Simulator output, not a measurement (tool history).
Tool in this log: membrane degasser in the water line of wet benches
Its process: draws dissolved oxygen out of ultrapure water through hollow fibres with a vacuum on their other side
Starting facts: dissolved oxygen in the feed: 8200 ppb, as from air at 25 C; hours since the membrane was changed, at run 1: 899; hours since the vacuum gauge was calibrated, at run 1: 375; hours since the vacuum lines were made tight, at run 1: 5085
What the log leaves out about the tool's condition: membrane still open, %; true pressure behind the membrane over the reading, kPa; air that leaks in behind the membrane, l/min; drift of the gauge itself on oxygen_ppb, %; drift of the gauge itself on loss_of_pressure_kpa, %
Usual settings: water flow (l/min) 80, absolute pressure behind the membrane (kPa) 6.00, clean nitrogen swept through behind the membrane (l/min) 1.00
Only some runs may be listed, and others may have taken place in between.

run	day	water flow (l/min)	absolute pressure behind the membrane (kPa)	clean nitrogen swept through behind the membrane (l/min)	hours since the membrane was changed	hours since the vacuum gauge was calibrated	hours since the vacuum lines were made tight	dissolved oxygen in the water behind the degasser (ppb)	pressure that the water loses in the fibres (kPa)
1	0.000	80	6.00	1.00	899	375	5085	649.6	56.51
2	13.079	80	6.00	0.55	1212	689	5399	786.8	56.49
3	23.088	80	8.95	1.00	1453	929	5640	977.7	56.54
4	31.621	80	8.95	1.00	1657	1134	5844	973.8	56.79
5	41.392	80	8.95	1.00	1892	1369	6079	971.5	56.97
6	54.246	80	8.95	1.00	2200	1677	6387	989.9	56.72
7	61.183	80	8.95	1.00	2367	1844	6554	968.1	57.47
8	68.467	80	8.95	1.00	2542	2018	6729	974.3	57.30
# day 69.900: seals of the vacuum lines changed
9	82.338	80	8.95	1.00	2873	2349	299	977.8	57.07
10	90.788	80	8.95	1.00	3075	2552	501	987.4	57.50
11	99.838	80	8.95	1.00	3293	2769	719	983.3	57.11
12	110.200	80	8.95	1.00	3541	3018	967	976.5	57.31
# day 121.025: vacuum gauge calibrated
13	121.292	80	8.95	1.00	3807	6	1233	979.2	57.57
14	128.658	80	8.95	1.00	3984	183	1410	973.3	57.43
15	141.279	70	8.95	1.00	4287	486	1713	852.4	50.88
16	150.704	49	11.45	1.15	4513	712	1939	695.4	35.16
17	157.858	80	6.00	0.89	4685	884	2111	665.0	57.42
18	167.654	117	3.69	0.49	4920	1119	2346	814.0	84.34
19	176.196	94	3.74	2.77	5125	1324	2551	471.3	67.86
# day 179.721: gauge calibrated
20	182.329	58	3.85	2.08	5272	1471	2698	146.2	40.96
21	191.304	80	3.75	0.52	5487	1687	2913	397.8	56.42
22	197.829	80	3.75	0.52	5644	1843	3070	395.5	57.04
23	203.792	69	7.36	1.68	5787	1986	3213	506.8	48.73
24	215.625	69	7.36	1.68	6071	2270	3497	517.1	48.93
25	222.492	64	6.47	1.35	6236	2435	3662	433.0	45.59
26	228.754	101	4.67	0.60	6386	2586	3812	785.4	71.90
27	235.646	80	12.41	1.00	6552	2751	3977	1349.0	57.06
28	245.012	80	12.41	1.00	6776	2976	4202	1355.8	57.17
29	252.025	107	6.66	2.14	6945	3144	4371	882.1	76.72
# day 257.742: vacuum gauge calibrated
30	264.538	98	5.94	0.89	7244	163	4670	877.7	69.95

Consider 3 possible next runs. They are alternatives, not a sequence: every one starts from the tool as it was left by run 30. What does each give?
A	278.179	58	8.21	0.89	7572	491	4998	?	?
B	278.179	62	5.94	1.02	7572	491	4998	?	?
C	278.179	80	8.69	1.00	7572	491	4998	?	?

run	dissolved oxygen in the water behind the degasser (ppb)	pressure that the water loses in the fibres (kPa)
A	641.8	41.30
B	420.6	44.14
C	936.6	57.21
Without the tool's hidden state the same runs would have given:
run	dissolved oxygen in the water behind the degasser (ppb)	pressure that the water loses in the fibres (kPa)
A	641.4	40.80
B	420.2	43.61
C	936.0	56.52
